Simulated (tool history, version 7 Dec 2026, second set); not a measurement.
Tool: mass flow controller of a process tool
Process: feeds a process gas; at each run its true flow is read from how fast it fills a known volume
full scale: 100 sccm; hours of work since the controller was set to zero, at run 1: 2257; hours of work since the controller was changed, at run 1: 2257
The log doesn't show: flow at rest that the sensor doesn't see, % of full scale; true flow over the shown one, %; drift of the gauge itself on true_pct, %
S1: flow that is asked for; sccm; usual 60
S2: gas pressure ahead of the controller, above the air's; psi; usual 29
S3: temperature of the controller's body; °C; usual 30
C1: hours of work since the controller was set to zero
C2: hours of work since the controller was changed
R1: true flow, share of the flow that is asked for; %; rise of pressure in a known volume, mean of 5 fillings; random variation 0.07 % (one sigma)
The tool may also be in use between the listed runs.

run	day	S1	S2	S3	C1	C2	R1
1	0	60	29	30	2257	2257	99.54
2	4.204	60	29	30	2322	2322	99.55
3	9.229	60	29	30	2400	2400	99.58
4	13.3	60	29	30	2463	2463	99.64
5	15.95	60	29	30	2505	2505	99.51
6	19.483	60	27.3	30	2559	2559	99.65
# day 19.788: controller's zero set anew
7	24.383	60	27.3	30	71	2635	99.27
8	27.562	60	27.3	30	121	2685	99.2
9	29.9	60	21	30	157	2721	99.52
10	34.346	38	29	32	226	2790	97.64
11	36.979	38	29	32	267	2831	97.64
# day 38.9: controller's zero set anew, once more
12	40.654	27	31.8	33	27	2888	99.95
13	42.788	12	36.8	37	60	2921	99.15
14	46.071	97	26.1	30	111	2972	101.74
15	48.533	60	29.6	23	150	3010	101.04

5 ways to go on from here, each from the tool as it stands after run 15. What would each give?
A	52.638	60	29	35	213	3074	?
B	52.638	14	29.6	36	213	3074	?
C	52.638	12	30.9	22	213	3074	?
D	52.638	90	29	30	213	3074	?
E	52.638	23	38.7	23	213	3074	?

run	R1
A	100.88
B	99.4
C	99.6
D	101.6
E	99.74
Without the tool's hidden state the same runs would have given:
run	R1
A	99.13
B	98.05
C	98.33
D	99.8
E	98.18
